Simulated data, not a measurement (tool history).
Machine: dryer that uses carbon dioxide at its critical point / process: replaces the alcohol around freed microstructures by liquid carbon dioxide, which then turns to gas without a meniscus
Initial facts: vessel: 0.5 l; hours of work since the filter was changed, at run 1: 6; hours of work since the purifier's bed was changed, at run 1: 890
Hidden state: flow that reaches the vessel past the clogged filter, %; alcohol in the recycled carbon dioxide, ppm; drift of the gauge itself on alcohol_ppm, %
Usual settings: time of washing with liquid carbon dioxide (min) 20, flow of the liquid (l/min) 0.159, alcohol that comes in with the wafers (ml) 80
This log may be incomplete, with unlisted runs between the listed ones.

| run | hour | time of washing with liquid carbon dioxide (min) | flow of the liquid (l/min) | alcohol that comes in with the wafers (ml) | hours of work since the filter was changed | hours of work since the purifier's bed was changed | alcohol left in the vessel before it's heated (ppm by volume) |
|---|---|---|---|---|---|---|---|
| 1 | 0.0 | 20 | 0.159 | 80 | 6 | 890 | 892 |
| 2 | 33.9 | 20 | 0.159 | 80 | 32 | 916 | 915 |
| 3 | 53.5 | 20 | 0.159 | 80 | 48 | 931 | 972 |
| 4 | 84.3 | 20 | 0.159 | 80 | 72 | 955 | 1009 |
| 5 | 116.8 | 20 | 0.159 | 80 | 97 | 981 | 1015 |
| 6 | 135.8 | 20 | 0.159 | 80 | 112 | 996 | 1060 |
| 7 | 165.0 | 20 | 0.159 | 80 | 135 | 1018 | 1109 |
| 8 | 190.9 | 27 | 0.159 | 80 | 155 | 1039 | 315 |
| 9 | 222.6 | 20 | 0.159 | 80 | 180 | 1064 | 1195 |
| 10 | 250.1 | 20 | 0.231 | 80 | 201 | 1085 | 291 |
| 11 | 269.3 | 20 | 0.231 | 80 | 216 | 1100 | 278 |

What will run 12 give?
| 12 | 289.4 | 20 | 0.159 | 32 | 232 | 1116 | ? |

Run 12 gave alcohol left in the vessel before it's heated (ppm by volume) 628.
The same run, on a tool lacking any hidden state, would have yielded alcohol left in the vessel before it's heated (ppm by volume) 301.

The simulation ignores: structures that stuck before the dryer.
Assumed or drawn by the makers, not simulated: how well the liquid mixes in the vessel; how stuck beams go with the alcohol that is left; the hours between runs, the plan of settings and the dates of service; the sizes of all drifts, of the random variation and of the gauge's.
